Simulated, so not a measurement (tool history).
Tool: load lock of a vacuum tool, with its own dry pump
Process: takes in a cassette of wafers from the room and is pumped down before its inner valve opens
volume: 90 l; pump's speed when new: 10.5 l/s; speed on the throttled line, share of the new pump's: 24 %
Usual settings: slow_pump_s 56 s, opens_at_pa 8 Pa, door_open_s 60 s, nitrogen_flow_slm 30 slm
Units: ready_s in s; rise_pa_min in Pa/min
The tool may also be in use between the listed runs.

run      day  slow_pump_s  opens_at_pa  door_open_s  nitrogen_flow_slm  incoming humidity of the room's air, %  ready_s  rise_pa_min
  1    0.000           56            8           60                 30                                    47.9    134.9        0.024
  2   10.675           56            8           52                 30                                    44.9    135.9        0.025
  3   21.317           49            8           52                 30                                    45.4    130.7        0.029
  4   29.433           56            8           58                 30                                    45.7    135.2        0.036
  5   38.725           56            8           58                 30                                    45.3    138.3        0.033
  6   44.712           56            8           58                 30                                    46.8    135.8        0.033
  7   50.862           56            8           60                 30                                    42.8    135.0        0.033
  8   57.233           56            8           60                 30                                    45.2    135.0        0.038
  9   64.362           56            8           60                  5                                    46.9    137.0        0.053
 10   69.808           56            8           60                  5                                    47.5    137.9        0.058
 11   75.158           56            8           60                 17                                    46.3    136.7        0.048
 12   83.600           56            8           60                 17                                    42.9    138.5        0.043
 13   90.179           56            8           60                 17                                    45.5    138.7        0.050
 14   96.950           56            8           60                 17                                    43.7    138.0        0.053
 15  107.192           56            8           60                 17                                    46.6    138.7        0.051
 16  116.975           56            8           60                 17                                    44.6    138.1        0.046
 17  121.796           56            8           60                 30                                    43.6    137.5        0.042
 18  130.883           56            8           60                 30                                    42.3    139.8        0.047
 19  140.012           56            8           60                 30                                    45.6    139.8        0.053
 20  145.038           56            8           60                  4                                    43.1    137.8        0.068
 21  151.562           67            8           60                 19                                    44.3    145.6        0.062
 22  161.896           67            8           60                 19                                    42.3    147.9        0.058
 23  166.917           67            8           60                 19                                    43.9    146.4        0.068
 24  176.046           86            7           40                 15                                    48.0    162.2        0.059
 25  184.542           86           15           32                 15                                    44.4    154.1        0.068
 26  190.500           86           15           32                 15                                    46.7    152.6        0.072
 27  195.042           56           12           45                 30                                    46.1    134.7        0.066
 28  202.162           56           12           45                 30                                    46.2    137.5        0.066
 29  207.796           56           14           88                 30                                    44.7    134.3        0.071
 30  216.167          103           16           60                 30                                    49.1    165.9        0.070
 31  220.704          103           16           60                 30                                    48.3    165.1        0.078
 32  228.096           47           16           60                 30                                    48.6    124.7        0.076
 33  236.604           47           16           60                 30                                    43.5    127.1        0.073
 34  242.596           47           12           60                 30                                    45.3    129.3        0.084
 35  253.362           56           15           60                 30                                    45.8    133.8        0.083
 36  257.946           56            8           51                 19                                    44.7    142.8        0.085
 37  268.375           32           11           51                  7                                    44.1    121.1        0.095
 38  274.488           32           11           51                  7                                    48.6    121.8        0.101

3 ways to go on from here, each from the tool as it stands after run 38. What would each give?
  A  279.038           56            8           74                 30                                    45.3        ?            ?
  B  279.038           32           14           51                  7                                    43.4        ?            ?
  C  279.038           32           11          129                  7                                    45.7        ?            ?

run  ready_s  rise_pa_min
  A    142.4        0.089
  B    119.4        0.092
  C    120.7        0.110
Without the tool's hidden state the same runs would have given:
run  ready_s  rise_pa_min
  A    124.7        0.013
  B    101.7        0.018
  C    102.5        0.034

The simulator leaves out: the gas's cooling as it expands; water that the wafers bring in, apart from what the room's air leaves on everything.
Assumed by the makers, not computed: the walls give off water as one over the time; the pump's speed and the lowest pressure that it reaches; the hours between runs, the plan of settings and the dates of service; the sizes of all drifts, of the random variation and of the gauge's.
